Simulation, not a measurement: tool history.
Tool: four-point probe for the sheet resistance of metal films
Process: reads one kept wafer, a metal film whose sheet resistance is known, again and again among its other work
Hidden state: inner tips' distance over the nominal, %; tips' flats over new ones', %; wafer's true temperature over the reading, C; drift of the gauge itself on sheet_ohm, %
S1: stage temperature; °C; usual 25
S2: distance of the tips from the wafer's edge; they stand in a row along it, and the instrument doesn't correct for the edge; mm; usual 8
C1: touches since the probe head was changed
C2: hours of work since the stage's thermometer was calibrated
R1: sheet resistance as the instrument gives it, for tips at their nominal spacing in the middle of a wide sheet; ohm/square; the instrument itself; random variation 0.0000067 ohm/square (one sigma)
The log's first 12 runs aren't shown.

run     day  S1  S2     C1   C2        R1
 13  24.212  25  38  43288  134  0.033601
     25.508  -- stage's thermometer calibrated, once more
 14  25.817  25  38  44310    5  0.033504
 15  27.125  22   8  45156   27  0.033706
 16  29.154  22   8  46466   62  0.033710
 17  31.275  34  26  47837   98  0.033199
 18  34.092  25   6  49656  146  0.033699
 19  36.529  28   6  51231  187  0.033579
 20  38.162  29   8  52286  215  0.033465
 21  41.004  29   8  54124  263  0.033470
 22  42.996  22   8  55408  297  0.033704
 23  44.988  28   5  56696  331  0.033677
 24  46.900  28   5  57933  363  0.033656
 25  49.629  28   5  59694  409  0.033663
 26  51.496  23   4  60900  441  0.034007
 27  53.679  30   6  62310  478  0.033501
 28  55.212  30   6  63301  504  0.033512
 29  56.604  26  13  64202  528  0.033469
 30  58.279  34   8  65284  556  0.033282
 31  61.225  21  50  67185  606  0.033612
 32  63.267  21  50  68505  641  0.033616

Forecast each of these 3 alternatives for the next run:
  A  65.083  31  32  69679  672   ?
  B  65.083  25   3  69679  672   ?
  C  65.083  25   3  69679  672   ?

run        R1
  A  0.033282
  B  0.034244
  C  0.034269
Without the tool's hidden state the same runs would have given:
run        R1
  A  0.033342
  B  0.034305
  C  0.034330

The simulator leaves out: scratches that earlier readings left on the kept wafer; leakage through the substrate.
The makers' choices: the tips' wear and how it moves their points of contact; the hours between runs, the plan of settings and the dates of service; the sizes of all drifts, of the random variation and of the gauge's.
